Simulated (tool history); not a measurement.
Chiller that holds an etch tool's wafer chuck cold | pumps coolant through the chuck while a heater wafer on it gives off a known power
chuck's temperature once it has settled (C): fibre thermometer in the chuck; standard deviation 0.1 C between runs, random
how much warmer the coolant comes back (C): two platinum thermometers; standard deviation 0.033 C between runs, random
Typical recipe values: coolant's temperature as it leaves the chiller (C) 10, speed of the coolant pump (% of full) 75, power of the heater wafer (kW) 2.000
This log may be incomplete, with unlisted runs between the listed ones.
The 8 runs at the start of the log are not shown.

run	day	coolant's temperature as it leaves the chiller (C)	speed of the coolant pump (% of full)	power of the heater wafer (kW)	hours since the coolant was changed and the channels were flushed	hours since the pump was overhauled	hours since the chiller's thermometer was calibrated	chuck's temperature once it has settled (C)	how much warmer the coolant comes back (C)
9	22.117	3	75	2.000	3549	2563	263	18.5	4.77
10	25.062	3	75	2.000	3620	2633	334	18.4	4.77
11	26.896	3	75	2.000	3664	2677	378	18.2	4.76
12	29.242	3	75	2.000	3720	2734	434	18.4	4.81
13	32.588	10	75	2.000	3800	2814	514	25.4	4.81
14	34.871	10	75	2.000	3855	2869	569	25.4	4.84
15	38.375	10	75	2.000	3939	2953	653	25.5	4.81
16	40.908	10	75	1.166	4000	3014	714	19.1	2.91
17	43.362	10	75	1.166	4059	3072	773	19.0	2.94
18	45.346	10	81	2.000	4106	3120	821	24.5	4.49
19	46.817	10	81	2.000	4142	3155	856	24.8	4.49
20	49.850	10	81	2.000	4214	3228	929	24.6	4.55
21	51.854	1	81	1.710	4263	3276	977	13.4	3.94
22	54.492	5	77	1.010	4326	3340	1040	12.5	2.57
23	57.967	5	77	1.010	4409	3423	1124	12.8	2.56
24	59.529	5	77	1.010	4447	3460	1161	12.8	2.60
25	62.179	10	75	2.990	4510	3524	1225	32.9	7.22
26	64.529	10	75	2.990	4567	3580	1281	32.9	7.28
27	67.567	10	75	1.866	4640	3653	1354	24.2	4.64
# day 70.354: gauge calibrated
28	70.850	11	88	1.997	4718	3732	1433	24.9	3.96
29	73.083	14	88	1.213	4772	3786	1486	22.3	2.41
30	74.696	19	76	1.213	4811	3824	1525	28.1	2.79
31	78.221	10	75	2.407	4895	3909	1610	28.5	5.68
32	80.325	3	68	2.394	4946	3960	1660	22.7	6.20

Here are 4 independent what-if runs from the current tool condition. What would each one return?
A	82.400	3	68	2.241	4996	4009	1710	?	?
B	82.400	7	75	2.436	4996	4009	1710	?	?
C	82.400	3	97	2.272	4996	4009	1710	?	?
D	82.400	10	75	1.082	4996	4009	1710	?	?

run	chuck's temperature once it has settled (C)	how much warmer the coolant comes back (C)
A	21.5	5.80
B	25.7	5.68
C	17.7	4.16
D	18.5	2.60
Take away the tool's hidden state, keep each run's random variation, and the runs would have read:
run	chuck's temperature once it has settled (C)	how much warmer the coolant comes back (C)
A	21.5	5.74
B	25.7	5.62
C	17.7	4.10
D	18.5	2.54
